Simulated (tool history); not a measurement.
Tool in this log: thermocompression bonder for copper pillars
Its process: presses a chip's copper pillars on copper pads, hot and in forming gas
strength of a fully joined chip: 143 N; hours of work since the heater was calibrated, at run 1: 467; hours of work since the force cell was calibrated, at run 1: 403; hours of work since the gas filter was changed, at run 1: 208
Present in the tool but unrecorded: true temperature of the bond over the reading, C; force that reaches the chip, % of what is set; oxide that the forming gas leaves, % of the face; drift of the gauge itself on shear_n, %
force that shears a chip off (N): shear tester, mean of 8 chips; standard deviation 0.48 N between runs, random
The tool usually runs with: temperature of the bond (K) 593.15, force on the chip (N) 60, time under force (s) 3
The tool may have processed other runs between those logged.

run     day  temperature of the bond (K)  force on the chip (N)  time under force (s)  hours of work since the heater was calibrated  hours of work since the force cell was calibrated  hours of work since the gas filter was changed  force that shears a chip off (N)
  1   0.000                       593.15                     60                     3                                            467                                                403                                             208                              55.2
  2   1.088                       593.15                     60                     2                                            482                                                417                                             223                              47.4
  3   2.838                       613.15                     60                     3                                            505                                                440                                             246                              69.8
  4   4.104                       613.15                     60                     3                                            521                                                457                                             262                              70.2
  5   5.725                       613.15                     60                     3                                            543                                                478                                             284                              67.9
  6   6.888                       593.15                     60                     3                                            558                                                494                                             299                              53.6
  7   7.975                       593.15                     60                     3                                            572                                                508                                             313                              53.3
      8.729  -- forming gas filter changed
  8   9.350                       593.15                     60                     3                                            590                                                526                                               8                              58.9
  9  10.975                       593.15                     60                     3                                            612                                                547                                              30                              58.8
 10  11.767                       568.15                     41                     3                                            622                                                558                                              40                              31.8

Run 11, settings as shown, results not yet in. Your forecast:
 11  13.321                       582.15                     37                     3                                            643                                                578                                              61                                 ?

force that shears a chip off (N): 37.2
If the tool had no hidden condition, the same run with the same run-to-run variation would have returned force that shears a chip off (N) 36.4.
